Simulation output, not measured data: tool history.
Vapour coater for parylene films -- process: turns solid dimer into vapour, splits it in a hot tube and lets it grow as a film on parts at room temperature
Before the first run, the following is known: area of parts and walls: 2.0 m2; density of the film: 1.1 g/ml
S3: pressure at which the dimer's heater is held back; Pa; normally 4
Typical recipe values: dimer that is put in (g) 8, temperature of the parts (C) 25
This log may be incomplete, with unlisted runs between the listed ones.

Run 1, hour 0: usual settings. Result: thickness of the film (µm) 2.51.
Run 2, hour 45.9: usual settings. Result: thickness of the film (µm) 2.5.
Run 3, hour 102.9: usual settings but dimer that is put in (g) 4. Result: thickness of the film (µm) 1.24.
Run 4, hour 151.7: usual settings but dimer that is put in (g) 4, temperature of the parts (C) 22. Result: thickness of the film (µm) 1.31.
Run 5, hour 200.3: usual settings but dimer that is put in (g) 13. Result: thickness of the film (µm) 3.96.
Run 6, hour 277.5: usual settings but dimer that is put in (g) 13. Result: thickness of the film (µm) 3.93.
Run 7, hour 328.7: usual settings but dimer that is put in (g) 13. Result: thickness of the film (µm) 3.9.
At hour 343.3: trap's valve overhauled.
Run 8, hour 382.1: usual settings but dimer that is put in (g) 13, S3 3.03 Pa. Result: thickness of the film (µm) 4.27.
Run 9, hour 428.8: usual settings but dimer that is put in (g) 13, S3 3.03 Pa. Result: thickness of the film (µm) 4.24.
Run 10, hour 506.2: usual settings but dimer that is put in (g) 13, S3 3.03 Pa. Result: thickness of the film (µm) 4.2.
Run 11, hour 570.8: usual settings but dimer that is put in (g) 13, S3 3.03 Pa. Result: thickness of the film (µm) 4.12.
Run 12, hour 641.4: usual settings but dimer that is put in (g) 13, S3 3.03 Pa. Result: thickness of the film (µm) 4.09.
Run 13, hour 690.8: usual settings but dimer that is put in (g) 13, S3 3.03 Pa. Result: thickness of the film (µm) 4.06.
Run 14, hour 730.3: usual settings but dimer that is put in (g) 13, S3 3.03 Pa. Result: thickness of the film (µm) 4.05.
At hour 743.5: trap's valve overhauled.
Run 15, hour 809.1: usual settings but S3 4.44 Pa. Result: thickness of the film (µm) 2.46.
Run 16, hour 877.7: usual settings but dimer that is put in (g) 4, S3 4.44 Pa. Result: thickness of the film (µm) 1.21.
Run 17, hour 926.3: usual settings but dimer that is put in (g) 3, temperature of the parts (C) 18, S3 4.44 Pa. Result: thickness of the film (µm) 1.03.
Run 18, hour 976.4: usual settings but temperature of the parts (C) 31. Result: thickness of the film (µm) 2.22.
Run 19, hour 1026.2: usual settings but temperature of the parts (C) 31. Result: thickness of the film (µm) 2.19.
Run 20, hour 1067.5: usual settings but dimer that is put in (g) 13, S3 7.68 Pa. Result: thickness of the film (µm) 3.5.
Run 21, hour 1125.5: usual settings but dimer that is put in (g) 3, temperature of the parts (C) 18, S3 8.55 Pa. Result: thickness of the film (µm) 0.89.
At hour 1142.2: trap's valve overhauled.
Run 22, hour 1201.4: usual settings but dimer that is put in (g) 5, temperature of the parts (C) 29, S3 2.69 Pa. Result: thickness of the film (µm) 1.54.
Run 23, hour 1255.8: usual settings but temperature of the parts (C) 34, S3 3.88 Pa. Result: thickness of the film (µm) 2.12.
Run 24, hour 1299.4: usual settings but dimer that is put in (g) 7, temperature of the parts (C) 19, S3 9.89 Pa. Result: thickness of the film (µm) 2.08.
Run 25, hour 1372.4: usual settings but dimer that is put in (g) 13, temperature of the parts (C) 23, S3 7.8 Pa. Result: thickness of the film (µm) 3.68.
Run 26, hour 1433.4: usual settings but temperature of the parts (C) 32. Result: thickness of the film (µm) 2.12.

Some steps in thickness of the film (µm) between neighbouring runs. How much of each would the tool show without its hidden state too (settings, what came in, random variation), and how much is left for the hidden state, with any gauge scatter that isn't in both results?
The hidden state here: vapour lost through the trap's worn valve, %; true temperature of the parts over the reading, C; drift of the gauge itself on film_um, %.
Run 4 -> 5: dimer that is put in (g) 4 -> 13, temperature of the parts (C) 22 -> 25. thickness of the film (µm) +2.65: hidden state -0.11, all else +2.76.
Run 7 -> 8: S3 4 -> 3.03, trap's valve overhauled. thickness of the film (µm) +0.37: hidden state +0.15, all else +0.22.
Run 14 -> 15: dimer that is put in (g) 13 -> 8, S3 3.03 -> 4.44, trap's valve overhauled. thickness of the film (µm) -1.59: hidden state +0.21, all else -1.8.
Run 20 -> 21: dimer that is put in (g) 13 -> 3, temperature of the parts (C) 25 -> 18, S3 7.68 -> 8.55. thickness of the film (µm) -2.61: hidden state +0.14, all else -2.75.
